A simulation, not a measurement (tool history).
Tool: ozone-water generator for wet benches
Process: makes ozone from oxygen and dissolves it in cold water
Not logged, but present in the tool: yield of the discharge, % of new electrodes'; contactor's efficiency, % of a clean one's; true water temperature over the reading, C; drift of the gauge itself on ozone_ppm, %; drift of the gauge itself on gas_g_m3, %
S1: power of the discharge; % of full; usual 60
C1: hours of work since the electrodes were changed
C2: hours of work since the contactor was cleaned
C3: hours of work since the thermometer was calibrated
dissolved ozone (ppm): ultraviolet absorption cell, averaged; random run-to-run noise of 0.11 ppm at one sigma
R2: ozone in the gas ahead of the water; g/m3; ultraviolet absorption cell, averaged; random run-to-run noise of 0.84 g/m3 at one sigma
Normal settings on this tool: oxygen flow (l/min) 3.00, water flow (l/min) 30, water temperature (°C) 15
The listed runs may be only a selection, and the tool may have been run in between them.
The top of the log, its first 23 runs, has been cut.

{"run": 24, "hour": 669.6, "S1": 89, "oxygen flow (l/min)": 4.45, "water flow (l/min)": 25, "water temperature (°C)": 17, "C1": 1037, "C2": 3855, "C3": 34, "dissolved ozone (ppm)": 8.9, "R2": 127.6}
{"run": 25, "hour": 691.7, "S1": 60, "oxygen flow (l/min)": 1.61, "water flow (l/min)": 22, "water temperature (°C)": 7, "C1": 1051, "C2": 3870, "C3": 48, "dissolved ozone (ppm)": 7.2, "R2": 186.9}
{"run": 26, "hour": 712.4, "S1": 44, "oxygen flow (l/min)": 1.98, "water flow (l/min)": 22, "water temperature (°C)": 7, "C1": 1065, "C2": 3883, "C3": 62, "dissolved ozone (ppm)": 6.5, "R2": 138.5}
{"run": 27, "hour": 751.4, "S1": 60, "oxygen flow (l/min)": 3.0, "water flow (l/min)": 30, "water temperature (°C)": 16, "C1": 1090, "C2": 3909, "C3": 87, "dissolved ozone (ppm)": 6.0, "R2": 128.0}
{"hour": 770.4, "done": "water thermometer calibrated, once more"}
{"run": 28, "hour": 783.5, "S1": 60, "oxygen flow (l/min)": 1.73, "water flow (l/min)": 30, "water temperature (°C)": 15, "C1": 1111, "C2": 3929, "C3": 9, "dissolved ozone (ppm)": 5.1, "R2": 180.6}
{"run": 29, "hour": 814.9, "S1": 60, "oxygen flow (l/min)": 1.73, "water flow (l/min)": 30, "water temperature (°C)": 15, "C1": 1131, "C2": 3950, "C3": 29, "dissolved ozone (ppm)": 5.1, "R2": 178.4}
{"run": 30, "hour": 849.6, "S1": 60, "oxygen flow (l/min)": 1.73, "water flow (l/min)": 33, "water temperature (°C)": 10, "C1": 1154, "C2": 3972, "C3": 52, "dissolved ozone (ppm)": 4.7, "R2": 178.0}
{"run": 31, "hour": 866.7, "S1": 50, "oxygen flow (l/min)": 2.28, "water flow (l/min)": 33, "water temperature (°C)": 14, "C1": 1165, "C2": 3983, "C3": 63, "dissolved ozone (ppm)": 4.5, "R2": 134.9}
{"run": 32, "hour": 897.2, "S1": 50, "oxygen flow (l/min)": 2.28, "water flow (l/min)": 33, "water temperature (°C)": 14, "C1": 1185, "C2": 4003, "C3": 83, "dissolved ozone (ppm)": 4.7, "R2": 136.2}

What will run 33 give?
{"run": 33, "hour": 917.6, "S1": 47, "oxygen flow (l/min)": 3.0, "water flow (l/min)": 41, "water temperature (°C)": 15, "C1": 1198, "C2": 4017, "C3": 96, "dissolved ozone (ppm)": "?", "R2": "?"}

{"run 33": {"dissolved ozone (ppm)": 3.5, "R2": 112.7}}
If the tool had no hidden condition, the same run with the same run-to-run variation would have returned dissolved ozone (ppm) 3.8, R2 116.7 g/m3.

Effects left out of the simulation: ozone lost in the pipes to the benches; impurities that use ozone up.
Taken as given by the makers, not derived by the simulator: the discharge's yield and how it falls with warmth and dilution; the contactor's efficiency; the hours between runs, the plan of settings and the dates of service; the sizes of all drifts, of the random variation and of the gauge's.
